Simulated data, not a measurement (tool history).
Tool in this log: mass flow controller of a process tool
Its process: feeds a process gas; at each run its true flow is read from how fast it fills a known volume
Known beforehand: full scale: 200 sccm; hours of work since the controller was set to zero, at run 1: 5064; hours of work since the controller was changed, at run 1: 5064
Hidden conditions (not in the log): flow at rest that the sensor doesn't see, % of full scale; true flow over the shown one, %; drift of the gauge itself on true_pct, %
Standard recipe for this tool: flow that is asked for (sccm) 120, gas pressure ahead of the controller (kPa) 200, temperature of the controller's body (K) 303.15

run,hour,flow that is asked for (sccm),gas pressure ahead of the controller (kPa),temperature of the controller's body (K),hours of work since the controller was set to zero,hours of work since the controller was changed,true flow (%)
1,0,120,200,303.15,5064,5064,100.01
# hour 62.6: controller's zero set anew
2,170.5,120,200,303.15,66,5169,100.73
3,315.3,120,200,313.15,156,5258,100.04
4,555.3,120,200,313.15,303,5406,100.18
5,702.2,120,200,313.15,394,5496,100.41
# hour 857.3: controller's zero set anew, once more
6,925.6,120,146,313.15,42,5634,97.64
7,1127.1,23,200,303.15,166,5758,96.87
8,1244.6,23,200,303.15,238,5830,97.18
9,1496.8,23,200,303.15,394,5985,97.41
10,1718.7,23,200,303.15,530,6122,97.72
11,1852.3,120,200,303.15,612,6204,98.07
12,2039.1,131,200,303.15,728,6319,98.16
13,2175.4,131,200,303.15,811,6403,98.25
14,2335.5,69,200,303.15,910,6501,97.82
15,2584.9,57,167,307.15,1063,6655,97.75
16,2786.8,112,189,307.15,1188,6779,98.01
17,3002,63,193,293.15,1320,6912,98.58
18,3250.8,83,193,299.15,1473,7065,98.35
19,3377.5,44,160,302.15,1551,7143,98.64
20,3526,44,160,302.15,1643,7234,98.71
21,3679,44,224,293.15,1737,7328,99.03
22,3911.4,97,221,303.15,1880,7471,98.23
23,4033,97,221,303.15,1955,7546,98.17
24,4226.7,120,211,311.15,2074,7666,97.87
25,4472.3,120,211,311.15,2225,7817,98.05
26,4708.9,120,211,311.15,2371,7962,98.08
27,4918.5,78,175,297.15,2500,8091,99.17
28,5134.9,50,178,299.15,2633,8225,99.63

Alternative continuations, all from the tool just after run 28; predict every row:
A,5259,120,200,308.15,2710,8301,?
B,5259,53,157,302.15,2710,8301,?
C,5259,50,178,309.15,2710,8301,?
D,5259,20,178,296.15,2710,8301,?

run,true flow (%)
A,98.47
B,99.42
C,98.9
D,103.07
The same runs, with their run-to-run variation unchanged, on a tool lacking any hidden condition would have given:
run,true flow (%)
A,98.43
B,98.08
C,97.42
D,97.9

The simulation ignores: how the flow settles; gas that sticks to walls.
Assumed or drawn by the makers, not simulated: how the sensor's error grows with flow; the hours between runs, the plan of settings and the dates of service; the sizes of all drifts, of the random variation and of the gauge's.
